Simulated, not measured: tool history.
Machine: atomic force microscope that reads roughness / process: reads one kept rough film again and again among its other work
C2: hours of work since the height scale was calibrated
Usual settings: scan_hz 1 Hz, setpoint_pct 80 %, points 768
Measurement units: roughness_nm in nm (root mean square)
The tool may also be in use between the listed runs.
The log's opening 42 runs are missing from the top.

run 43 hour=616.9 | scan_hz=1.26 setpoint_pct=80 points=768 | pictures_with_this_tip=65 C2=894 | roughness_nm=3.5
run 44 hour=628.4 | scan_hz=1.26 setpoint_pct=57 points=596 | pictures_with_this_tip=90 C2=901 | roughness_nm=3.586
run 45 hour=644.2 | scan_hz=1.26 setpoint_pct=57 points=596 | pictures_with_this_tip=126 C2=912 | roughness_nm=3.474
run 46 hour=660.4 | scan_hz=1.03 setpoint_pct=75 points=768 | pictures_with_this_tip=161 C2=923 | roughness_nm=3.271
-- hour=666.3 new tip fitted
run 47 hour=673.9 | scan_hz=1 setpoint_pct=80 points=639 | pictures_with_this_tip=16 C2=931 | roughness_nm=3.712
run 48 hour=685 | scan_hz=1 setpoint_pct=80 points=639 | pictures_with_this_tip=41 C2=939 | roughness_nm=3.583
run 49 hour=700.1 | scan_hz=2.01 setpoint_pct=65 points=642 | pictures_with_this_tip=75 C2=949 | roughness_nm=3.524
run 50 hour=717.2 | scan_hz=3.1 setpoint_pct=72 points=768 | pictures_with_this_tip=112 C2=960 | roughness_nm=3.249
run 51 hour=730.6 | scan_hz=3.1 setpoint_pct=72 points=768 | pictures_with_this_tip=142 C2=969 | roughness_nm=3.167
run 52 hour=744.5 | scan_hz=3.1 setpoint_pct=72 points=768 | pictures_with_this_tip=173 C2=978 | roughness_nm=3.094
-- hour=746.5 new tip fitted
run 53 hour=754.2 | scan_hz=0.58 setpoint_pct=57 points=268 | pictures_with_this_tip=17 C2=984 | roughness_nm=3.803
run 54 hour=773.1 | scan_hz=1.31 setpoint_pct=80 points=832 | pictures_with_this_tip=59 C2=997 | roughness_nm=3.523

3 ways to go on from here, each from the tool as it stands after run 54. What would each give?
run A hour=788.7 | scan_hz=0.63 setpoint_pct=90 points=267 | pictures_with_this_tip=94 C2=1007 | roughness_nm=?
run B hour=788.7 | scan_hz=3.35 setpoint_pct=66 points=631 | pictures_with_this_tip=94 C2=1007 | roughness_nm=?
run C hour=788.7 | scan_hz=0.99 setpoint_pct=65 points=541 | pictures_with_this_tip=94 C2=1007 | roughness_nm=?

run=A roughness_nm=3.418
run=B roughness_nm=3.402
run=C roughness_nm=3.535
With the hidden condition removed and each run's random variation left untouched, the same runs would have given:
run=A roughness_nm=3.748
run=B roughness_nm=3.73
run=C roughness_nm=3.877

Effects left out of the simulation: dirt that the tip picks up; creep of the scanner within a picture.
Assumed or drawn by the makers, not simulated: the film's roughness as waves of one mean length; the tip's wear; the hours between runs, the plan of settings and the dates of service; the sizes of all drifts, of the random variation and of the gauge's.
